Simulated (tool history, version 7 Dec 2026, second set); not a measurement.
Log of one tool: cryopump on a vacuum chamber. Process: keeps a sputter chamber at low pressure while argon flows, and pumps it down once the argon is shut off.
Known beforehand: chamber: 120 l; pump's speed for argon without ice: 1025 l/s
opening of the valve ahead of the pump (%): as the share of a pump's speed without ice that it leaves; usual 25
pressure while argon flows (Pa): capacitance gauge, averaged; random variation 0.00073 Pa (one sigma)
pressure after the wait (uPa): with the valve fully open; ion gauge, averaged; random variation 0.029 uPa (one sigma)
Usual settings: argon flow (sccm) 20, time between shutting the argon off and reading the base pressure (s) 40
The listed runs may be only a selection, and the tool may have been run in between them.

run   hour  argon flow (sccm)  time between shutting the argon off and reading the base pressure (s)  opening of the valve ahead of the pump (%)  pressure while argon flows (Pa)  pressure after the wait (uPa)
  1    0.0                 20                                                                     40                                          25                           0.1351                           1.42
  2   51.3                 20                                                                     40                                          25                           0.1357                           1.52
  3   74.3                 20                                                                    105                                          25                           0.1357                           0.95
  4  104.6                 20                                                                    105                                          25                           0.1364                           1.04
  5  132.1                 20                                                                     40                                          25                           0.1368                           1.81
  6  169.6                 19                                                                     40                                          25                           0.1304                           1.85
  7  220.4                 19                                                                     40                                          25                           0.1311                           1.93
  8  245.3                 19                                                                     40                                          25                           0.1307                           2.06
  9  274.5                 31                                                                     26                                          39                           0.1409                           2.75
 10  299.6                 17                                                                     94                                          42                           0.0711                           1.57
 11  329.7                 17                                                                    224                                          28                           0.1052                           1.43
 12  378.9                 17                                                                    224                                          28                           0.1062                           1.53
 13  419.5                 17                                                                    224                                          28                           0.1061                           1.66
 14  458.1                 32                                                                     23                                          46                           0.1264                           3.43
 15  495.9                 32                                                                     23                                          46                           0.1283                           3.51

Predict each of these 4 candidate next runs independently; none follows another, all start after run 15:
  A  519.5                 33                                                                     56                                          42                                ?                              ?
  B  519.5                 31                                                                     25                                          17                                ?                              ?
  C  519.5                 32                                                                     22                                          36                                ?                              ?
  D  519.5                 32                                                                     23                                          26                                ?                              ?

run  pressure while argon flows (Pa)  pressure after the wait (uPa)
  A                           0.1439                           2.49
  B                           0.3155                           3.45
  C                           0.1607                           3.66
  D                           0.2155                           3.69
Without the tool's hidden state the same runs would have given:
run  pressure while argon flows (Pa)  pressure after the wait (uPa)
  A                           0.1298                           1.06
  B                           0.3023                           2.00
  C                           0.1470                           2.22
  D                           0.2020                           2.22

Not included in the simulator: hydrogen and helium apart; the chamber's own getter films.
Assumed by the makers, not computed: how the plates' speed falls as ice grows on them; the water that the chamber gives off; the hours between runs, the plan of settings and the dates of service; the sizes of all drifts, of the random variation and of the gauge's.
